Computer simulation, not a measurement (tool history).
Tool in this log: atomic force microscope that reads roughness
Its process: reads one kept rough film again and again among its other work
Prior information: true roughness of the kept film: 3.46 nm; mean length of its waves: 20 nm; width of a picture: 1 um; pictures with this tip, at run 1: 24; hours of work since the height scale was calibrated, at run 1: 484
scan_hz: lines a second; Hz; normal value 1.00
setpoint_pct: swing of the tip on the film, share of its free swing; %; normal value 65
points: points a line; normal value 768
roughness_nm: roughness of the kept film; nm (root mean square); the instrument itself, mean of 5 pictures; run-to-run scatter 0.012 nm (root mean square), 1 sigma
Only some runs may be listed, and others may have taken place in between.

run   hour  scan_hz  setpoint_pct  points  pictures with this tip  hours of work since the height scale was calibrated  roughness_nm
  1    0.0     1.00            65     768                      24                                                  484         2.615
  2   18.1     1.00            65     768                      69                                                  497         2.502
  3   26.3     1.00            65     768                      89                                                  503         2.455
  4   37.2     1.00            65     768                     116                                                  511         2.362
  5   55.2     1.00            65     768                     160                                                  524         2.258
      65.3  -- new tip fitted
  6   68.5     1.00            65     768                       8                                                  534         2.678
  7   86.6     1.00            65     768                      53                                                  547         2.536
  8   96.2     1.00            65     768                      77                                                  554         2.493
  9  106.1     1.00            65     768                     102                                                  561         2.405
 10  123.6     1.00            65     768                     145                                                  574         2.288
 11  132.8     1.00            65     768                     168                                                  581         2.244
     139.6  -- new tip fitted
 12  141.7     1.00            65     768                       6                                                  587         2.693
 13  150.7     1.44            65     768                      28                                                  594         2.611
 14  170.8     1.44            65     768                      78                                                  608         2.449
 15  184.7     1.00            65     768                     112                                                  619         2.374
 16  195.1     1.00            65     768                     138                                                  626         2.333
     213.9  -- new tip fitted
 17  215.2     1.00            65     768                       3                                                  641         2.641
 18  230.0     1.00            65     768                      39                                                  651         2.525
 19  245.9     1.00            65     768                      79                                                  663         2.424
     247.9  -- height scale calibrated on a step standard
 20  265.2     1.00            65     768                     124                                                   13         2.295
 21  276.9     1.00            65     768                     153                                                   21         2.232
     289.2  -- new tip fitted
 22  293.1     1.00            65     768                       9                                                   33         2.667
 23  305.0     1.00            65     768                      39                                                   41         2.567
 24  316.1     1.00            65     364                      67                                                   50         2.438
 25  332.4     1.00            65     364                     107                                                   62         2.338
 26  341.6     1.00            65     364                     130                                                   68         2.271
 27  350.7     0.58            84     504                     152                                                   75         2.203
 28  361.1     0.58            66     907                     178                                                   83         2.200
     363.0  -- new tip fitted
     365.9  -- height scale calibrated on a step standard, once more
 29  372.8     1.96            66     907                      21                                                    5         2.582
 30  392.2     0.64            64     907                      69                                                   19         2.513
 31  408.8     2.11            62     275                     111                                                   31         2.295
 32  419.5     2.71            62     645                     137                                                   39         2.262
 33  430.2     0.97            65     768                     164                                                   47         2.249
     438.1  -- new tip fitted
 34  446.4     0.80            82     295                      21                                                   59         2.517
 35  458.7     0.80            82     295                      51                                                   68         2.448
 36  476.1     0.80            82     295                      94                                                   80         2.343
 37  487.3     0.80            82     295                     122                                                   89         2.270
 38  507.8     1.29            84     387                     173                                                  104         2.107
     512.8  -- new tip fitted
 39  519.5     0.65            81     284                      17                                                  112         2.550
 40  539.0     0.65            81     284                      65                                                  126         2.402
 41  549.6     0.65            78     606                      92                                                  134         2.439
 42  562.4     2.33            71     547                     123                                                  143         2.264
 43  578.7     1.66            65     824                     164                                                  155         2.256
     587.1  -- new tip fitted
 44  594.2     1.66            65     824                      18                                                  166         2.600
 45  613.6     1.55            65     824                      66                                                  181         2.474
 46  633.3     3.18            62     359                     115                                                  195         2.258
 47  641.8     1.00            83     404                     136                                                  201         2.232
 48  650.3     0.60            57     708                     157                                                  207         2.307
     661.1  -- new tip fitted
 49  661.5     1.61            75     351                       1                                                  215         2.529
 50  678.1     1.61            75     351                      42                                                  227         2.438
 51  691.6     1.64            78     479                      75                                                  237         2.348
 52  710.0     1.64            57     719                     121                                                  251         2.335

Alternative continuations, all from the tool just after run 52; predict every row:
  A  726.5     0.97            76     969                     162                                                  263             ?
  B  726.5     1.64            57     366                     162                                                  263             ?
  C  726.5     0.79            57     719                     162                                                  263             ?

run  roughness_nm
  A         2.195
  B         2.191
  C         2.265
What these runs would have given with no unlogged condition in the tool:
run  roughness_nm
  A         2.687
  B         2.681
  C         2.775
